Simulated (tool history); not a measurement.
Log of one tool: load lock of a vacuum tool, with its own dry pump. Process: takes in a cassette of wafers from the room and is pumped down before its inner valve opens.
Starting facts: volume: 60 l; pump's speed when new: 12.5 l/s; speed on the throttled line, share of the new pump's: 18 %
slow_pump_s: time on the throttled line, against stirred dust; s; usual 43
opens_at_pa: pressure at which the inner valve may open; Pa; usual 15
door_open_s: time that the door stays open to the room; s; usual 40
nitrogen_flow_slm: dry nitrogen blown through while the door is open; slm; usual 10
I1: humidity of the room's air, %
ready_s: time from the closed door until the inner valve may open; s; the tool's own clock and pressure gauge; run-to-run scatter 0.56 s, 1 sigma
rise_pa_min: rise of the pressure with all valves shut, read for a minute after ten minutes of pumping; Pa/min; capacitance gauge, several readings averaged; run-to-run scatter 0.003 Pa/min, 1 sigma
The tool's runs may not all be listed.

run 1 hour=0 | slow_pump_s=43 opens_at_pa=15 door_open_s=40 nitrogen_flow_slm=10 | I1=46.3 | ready_s=78.4 rise_pa_min=0.015
run 2 hour=199.3 | slow_pump_s=43 opens_at_pa=15 door_open_s=40 nitrogen_flow_slm=10 | I1=44.8 | ready_s=77.7 rise_pa_min=0.018
run 3 hour=351.3 | slow_pump_s=43 opens_at_pa=15 door_open_s=40 nitrogen_flow_slm=10 | I1=44.4 | ready_s=76.8 rise_pa_min=0.016
run 4 hour=510.7 | slow_pump_s=70 opens_at_pa=15 door_open_s=40 nitrogen_flow_slm=10 | I1=45 | ready_s=99 rise_pa_min=0.013
run 5 hour=663.5 | slow_pump_s=54 opens_at_pa=15 door_open_s=40 nitrogen_flow_slm=10 | I1=48.8 | ready_s=86.4 rise_pa_min=0.012
run 6 hour=877.2 | slow_pump_s=54 opens_at_pa=15 door_open_s=40 nitrogen_flow_slm=10 | I1=47.4 | ready_s=87.7 rise_pa_min=0.013
run 7 hour=972 | slow_pump_s=43 opens_at_pa=15 door_open_s=40 nitrogen_flow_slm=10 | I1=43.6 | ready_s=78.8 rise_pa_min=0.01
run 8 hour=1160.1 | slow_pump_s=43 opens_at_pa=15 door_open_s=40 nitrogen_flow_slm=10 | I1=44.2 | ready_s=77.2 rise_pa_min=0.018
run 9 hour=1322.4 | slow_pump_s=43 opens_at_pa=15 door_open_s=40 nitrogen_flow_slm=5 | I1=44.5 | ready_s=78.1 rise_pa_min=0.019
run 10 hour=1460.1 | slow_pump_s=43 opens_at_pa=15 door_open_s=40 nitrogen_flow_slm=5 | I1=43.9 | ready_s=77.3 rise_pa_min=0.015
run 11 hour=1627.4 | slow_pump_s=43 opens_at_pa=15 door_open_s=40 nitrogen_flow_slm=5 | I1=45.4 | ready_s=78.5 rise_pa_min=0.014
run 12 hour=1733.9 | slow_pump_s=40 opens_at_pa=15 door_open_s=40 nitrogen_flow_slm=10 | I1=46.1 | ready_s=74.8 rise_pa_min=0.011
run 13 hour=1930.2 | slow_pump_s=40 opens_at_pa=15 door_open_s=40 nitrogen_flow_slm=10 | I1=46.7 | ready_s=76.1 rise_pa_min=0.017
run 14 hour=2062.5 | slow_pump_s=41 opens_at_pa=11 door_open_s=99 nitrogen_flow_slm=17 | I1=46.6 | ready_s=78.9 rise_pa_min=0.021
run 15 hour=2284.4 | slow_pump_s=41 opens_at_pa=11 door_open_s=99 nitrogen_flow_slm=42 | I1=44 | ready_s=77.1 rise_pa_min=0.007
run 16 hour=2384.3 | slow_pump_s=41 opens_at_pa=11 door_open_s=99 nitrogen_flow_slm=42 | I1=47.3 | ready_s=77.2 rise_pa_min=0.013
run 17 hour=2488.6 | slow_pump_s=41 opens_at_pa=11 door_open_s=99 nitrogen_flow_slm=42 | I1=47.4 | ready_s=77.5 rise_pa_min=0.014
run 18 hour=2693.5 | slow_pump_s=41 opens_at_pa=11 door_open_s=99 nitrogen_flow_slm=42 | I1=46.6 | ready_s=77.9 rise_pa_min=0.016
run 19 hour=2801.6 | slow_pump_s=41 opens_at_pa=11 door_open_s=99 nitrogen_flow_slm=42 | I1=43.7 | ready_s=78.1 rise_pa_min=0.015
run 20 hour=3007.2 | slow_pump_s=28 opens_at_pa=11 door_open_s=99 nitrogen_flow_slm=42 | I1=43 | ready_s=66.8 rise_pa_min=0.012
run 21 hour=3147.7 | slow_pump_s=28 opens_at_pa=11 door_open_s=99 nitrogen_flow_slm=42 | I1=46.9 | ready_s=67.3 rise_pa_min=0.014
run 22 hour=3354.7 | slow_pump_s=28 opens_at_pa=11 door_open_s=99 nitrogen_flow_slm=42 | I1=42.9 | ready_s=66.7 rise_pa_min=0.009
run 23 hour=3456.1 | slow_pump_s=28 opens_at_pa=11 door_open_s=99 nitrogen_flow_slm=42 | I1=42.9 | ready_s=67.2 rise_pa_min=0.011

Forecast each of these 3 alternatives for the next run:
run A hour=3660.1 | slow_pump_s=48 opens_at_pa=24 door_open_s=40 nitrogen_flow_slm=10 | I1=51.1 | ready_s=? rise_pa_min=?
run B hour=3660.1 | slow_pump_s=72 opens_at_pa=15 door_open_s=184 nitrogen_flow_slm=15 | I1=44.9 | ready_s=? rise_pa_min=?
run C hour=3660.1 | slow_pump_s=33 opens_at_pa=12 door_open_s=40 nitrogen_flow_slm=21 | I1=47.8 | ready_s=? rise_pa_min=?

run=A ready_s=79.6 rise_pa_min=0.02
run=B ready_s=101.1 rise_pa_min=0.032
run=C ready_s=70.5 rise_pa_min=0.012
With the hidden condition removed and each run's random variation left untouched, the same runs would have given:
run=A ready_s=79.6 rise_pa_min=0.019
run=B ready_s=101.1 rise_pa_min=0.031
run=C ready_s=70.5 rise_pa_min=0.01
